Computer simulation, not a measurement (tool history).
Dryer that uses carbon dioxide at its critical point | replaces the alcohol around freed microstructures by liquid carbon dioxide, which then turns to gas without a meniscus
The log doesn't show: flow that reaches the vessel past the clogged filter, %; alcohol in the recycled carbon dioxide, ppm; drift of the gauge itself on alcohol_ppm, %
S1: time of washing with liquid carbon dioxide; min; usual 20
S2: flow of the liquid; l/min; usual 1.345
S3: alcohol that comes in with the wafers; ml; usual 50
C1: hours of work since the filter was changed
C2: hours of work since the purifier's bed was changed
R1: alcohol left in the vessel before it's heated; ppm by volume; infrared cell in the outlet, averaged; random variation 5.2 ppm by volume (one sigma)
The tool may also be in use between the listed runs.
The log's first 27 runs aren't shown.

run 28 hour=787.1 | S1=17 S2=1.345 S3=50 | C1=83 C2=768 | R1=275
run 29 hour=822.5 | S1=22 S2=1.080 S3=29 | C1=100 C2=785 | R1=187
-- hour=864.0 purifier's bed changed
run 30 hour=865.8 | S1=15 S2=1.930 S3=23 | C1=119 C2=1 | R1=32
run 31 hour=886.1 | S1=15 S2=1.930 S3=31 | C1=129 C2=11 | R1=43
run 32 hour=921.9 | S1=26 S2=1.345 S3=91 | C1=146 C2=28 | R1=56
run 33 hour=965.6 | S1=26 S2=1.345 S3=91 | C1=167 C2=49 | R1=55
run 34 hour=1007.5 | S1=26 S2=1.345 S3=91 | C1=187 C2=69 | R1=60
run 35 hour=1042.1 | S1=20 S2=0.990 S3=113 | C1=203 C2=85 | R1=955
run 36 hour=1078.2 | S1=20 S2=0.990 S3=113 | C1=221 C2=102 | R1=985
run 37 hour=1097.8 | S1=19 S2=0.840 S3=114 | C1=230 C2=112 | R1=1985
run 38 hour=1122.8 | S1=21 S2=1.170 S3=26 | C1=242 C2=124 | R1=112
run 39 hour=1166.9 | S1=20 S2=1.530 S3=30 | C1=263 C2=145 | R1=58
run 40 hour=1186.2 | S1=20 S2=1.800 S3=50 | C1=272 C2=154 | R1=50
run 41 hour=1215.0 | S1=14 S2=1.345 S3=76 | C1=286 C2=168 | R1=742
run 42 hour=1259.4 | S1=17 S2=0.830 S3=31 | C1=307 C2=189 | R1=783
run 43 hour=1292.3 | S1=17 S2=0.830 S3=31 | C1=323 C2=205 | R1=804
run 44 hour=1314.5 | S1=20 S2=1.280 S3=72 | C1=333 C2=215 | R1=262
run 45 hour=1333.3 | S1=18 S2=1.920 S3=23 | C1=342 C2=224 | R1=38
run 46 hour=1353.0 | S1=18 S2=1.920 S3=23 | C1=352 C2=234 | R1=45
run 47 hour=1379.8 | S1=17 S2=1.920 S3=22 | C1=365 C2=246 | R1=55

4 ways to go on from here, each from the tool as it stands after run 47. What would each give?
run A hour=1413.4 | S1=30 S2=1.920 S3=22 | C1=381 C2=262 | R1=?
run B hour=1413.4 | S1=19 S2=1.140 S3=74 | C1=381 C2=262 | R1=?
run C hour=1413.4 | S1=17 S2=1.730 S3=31 | C1=381 C2=262 | R1=?
run D hour=1413.4 | S1=15 S2=1.560 S3=22 | C1=381 C2=262 | R1=?

run=A R1=43
run=B R1=522
run=C R1=75
run=D R1=134
Without the tool's hidden state the same runs would have given:
run=A R1=13
run=B R1=353
run=C R1=29
run=D R1=74
